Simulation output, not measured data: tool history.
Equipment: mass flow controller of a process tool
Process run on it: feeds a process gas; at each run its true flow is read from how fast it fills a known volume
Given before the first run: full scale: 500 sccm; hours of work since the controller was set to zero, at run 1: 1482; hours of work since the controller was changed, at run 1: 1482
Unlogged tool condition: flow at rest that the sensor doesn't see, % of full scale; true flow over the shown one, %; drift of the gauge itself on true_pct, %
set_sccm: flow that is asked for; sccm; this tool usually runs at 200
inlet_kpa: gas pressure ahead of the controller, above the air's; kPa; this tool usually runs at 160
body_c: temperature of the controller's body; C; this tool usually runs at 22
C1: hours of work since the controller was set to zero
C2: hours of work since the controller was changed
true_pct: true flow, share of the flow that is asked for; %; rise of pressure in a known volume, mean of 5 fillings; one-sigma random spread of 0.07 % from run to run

Run 1, day 0.000: usual settings; C1 1482; C2 1482. Result: true_pct 99.44 %.
Run 2, day 3.225: usual settings; C1 1535; C2 1535. Result: true_pct 99.45 %.
Run 3, day 5.392: usual settings but inlet_kpa 170 kPa; C1 1570; C2 1570. Result: true_pct 99.40 %.
Run 4, day 7.154: usual settings but set_sccm 126 sccm; C1 1599; C2 1599. Result: true_pct 98.92 %.
Run 5, day 9.288: usual settings but set_sccm 398 sccm; C1 1634; C2 1634. Result: true_pct 99.93 %.
Run 6, day 12.608: usual settings but set_sccm 398 sccm; C1 1689; C2 1689. Result: true_pct 99.94 %.
Run 7, day 14.046: usual settings but body_c 21 C; C1 1712; C2 1712. Result: true_pct 99.37 %.
Run 8, day 16.638: usual settings; C1 1755; C2 1755. Result: true_pct 99.45 %.
Run 9, day 19.038: usual settings; C1 1794; C2 1794. Result: true_pct 99.29 %.
Run 10, day 21.804: usual settings; C1 1840; C2 1840. Result: true_pct 99.47 %.
Run 11, day 23.600: usual settings; C1 1869; C2 1869. Result: true_pct 99.36 %.
Run 12, day 26.388: usual settings; C1 1915; C2 1915. Result: true_pct 99.35 %.
Run 13, day 28.771: usual settings but body_c 25 C; C1 1954; C2 1954. Result: true_pct 99.77 %.
Run 14, day 31.950: usual settings but body_c 25 C; C1 2006; C2 2006. Result: true_pct 99.77 %.
Run 15, day 35.117: usual settings but inlet_kpa 220 kPa; C1 2058; C2 2058. Result: true_pct 99.25 %.
Run 16, day 36.667: usual settings but inlet_kpa 220 kPa; C1 2084; C2 2084. Result: true_pct 99.21 %.
Run 17, day 38.421: usual settings but set_sccm 476 sccm, inlet_kpa 220 kPa; C1 2112; C2 2112. Result: true_pct 99.96 %.
Run 18, day 41.758: usual settings but set_sccm 476 sccm, inlet_kpa 220 kPa; C1 2167; C2 2167. Result: true_pct 100.09 %.
Run 19, day 44.708: usual settings but set_sccm 476 sccm, inlet_kpa 220 kPa; C1 2216; C2 2216. Result: true_pct 99.93 %.
Run 20, day 46.479: usual settings but set_sccm 301 sccm, inlet_kpa 220 kPa; C1 2245; C2 2245. Result: true_pct 99.59 %.
Run 21, day 49.596: usual settings but set_sccm 397 sccm, inlet_kpa 261 kPa, body_c 25 C; C1 2296; C2 2296. Result: true_pct 99.93 %.
Run 22, day 51.971: usual settings but set_sccm 397 sccm, inlet_kpa 261 kPa, body_c 25 C; C1 2335; C2 2335. Result: true_pct 99.98 %.
Run 23, day 54.321: usual settings but inlet_kpa 178 kPa, body_c 31 C; C1 2373; C2 2373. Result: true_pct 100.33 %.
Run 24, day 55.825: usual settings but inlet_kpa 178 kPa, body_c 31 C; C1 2398; C2 2398. Result: true_pct 100.51 %.

What will run 25 give?
Run 25, day 57.458: usual settings but set_sccm 62 sccm, body_c 32 C; C1 2425; C2 2425. Result: true_pct ?.

Run 25 came out at true_pct 99.08 %.
If the tool had no hidden condition, the same run with the same run-to-run variation would have returned true_pct 100.28 %.

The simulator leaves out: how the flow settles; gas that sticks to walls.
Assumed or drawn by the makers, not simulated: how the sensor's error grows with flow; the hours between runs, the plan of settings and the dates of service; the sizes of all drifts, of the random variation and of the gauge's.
